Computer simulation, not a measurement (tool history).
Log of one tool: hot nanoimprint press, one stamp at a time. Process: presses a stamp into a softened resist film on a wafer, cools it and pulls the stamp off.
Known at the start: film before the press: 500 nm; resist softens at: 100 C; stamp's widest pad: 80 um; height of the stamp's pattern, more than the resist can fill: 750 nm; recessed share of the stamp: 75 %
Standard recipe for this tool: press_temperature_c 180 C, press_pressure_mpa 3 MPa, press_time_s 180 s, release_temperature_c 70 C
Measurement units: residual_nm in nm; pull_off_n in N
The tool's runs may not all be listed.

run,hour,press_temperature_c,press_pressure_mpa,press_time_s,release_temperature_c,residual_nm,pull_off_n
1,0,180,3,180,70,259.9,225
# hour 38.8: stamp cleaned and given a new release coat
2,52.5,180,3,180,72,259.2,205
3,91,180,3,180,70,263.5,225
4,127.2,180,3,180,70,262.3,242
# hour 156: stamp cleaned and given a new release coat
5,189.7,180,3,180,70,263.1,224
6,231.5,180,3,180,70,261,237
7,263,180,3,180,70,262.9,243
# hour 272: stamp cleaned and given a new release coat
8,318.7,180,3,180,70,262.8,232
# hour 364.9: plate thermocouple calibrated
9,369.5,180,3,180,70,259.2,234
# hour 391.1: stamp cleaned and given a new release coat
10,403.9,173,3,180,70,307.7,217
11,454.4,180,3,180,65,257.1,249
12,482.1,180,3,180,70,259.4,230
# hour 510.2: stamp cleaned and given a new release coat
13,535.8,180,3,180,70,259.6,216
14,589.3,180,3,157,70,270.7,238
# hour 629.5: stamp cleaned and given a new release coat
15,648.4,184,2.14,116,70,316,217
16,684.8,173,2.14,214,70,340,232
17,719.6,176,2.07,138,57,359.8,305
# hour 749.1: stamp cleaned and given a new release coat
18,764.7,176,2.07,138,57,360.3,297
19,817,180,3,350,71,212.6,231
# hour 869.3: stamp cleaned and given a new release coat
20,875,173,2.26,197,71,340,221
21,912,173,2.26,197,71,342.2,221
# hour 941: press's hydraulic seals changed and the load cell set to zero
22,958.1,173,2.96,180,70,314.5,245
# hour 994.1: stamp cleaned and given a new release coat
23,1006.1,173,2.96,180,70,309.3,225
24,1040.4,172,3,350,74,263.6,208
25,1085.2,180,4.78,112,71,240.5,233
# hour 1110.8: stamp cleaned and given a new release coat
26,1135.8,182,2.96,200,73,238.1,209
27,1191,171,2.73,90,78,398,191
# hour 1197.8: plate thermocouple calibrated
# hour 1231.7: stamp cleaned and given a new release coat
28,1233.3,189,1.93,327,64,215.7,248

What if the next run were any one of these 4? Each begins from the tool's condition after run 28:
A,1269.1,189,1.93,327,57,?,?
B,1269.1,171,2.93,327,73,?,?
C,1269.1,180,3,180,71,?,?
D,1269.1,180,3.8,180,69,?,?

run,residual_nm,pull_off_n
A,214.8,280
B,275.6,206
C,258.1,223
D,227.4,232
Without the tool's unlogged condition, the same runs would have read:
run,residual_nm,pull_off_n
A,212.2,268
B,271.6,197
C,254.7,213
D,224.1,222

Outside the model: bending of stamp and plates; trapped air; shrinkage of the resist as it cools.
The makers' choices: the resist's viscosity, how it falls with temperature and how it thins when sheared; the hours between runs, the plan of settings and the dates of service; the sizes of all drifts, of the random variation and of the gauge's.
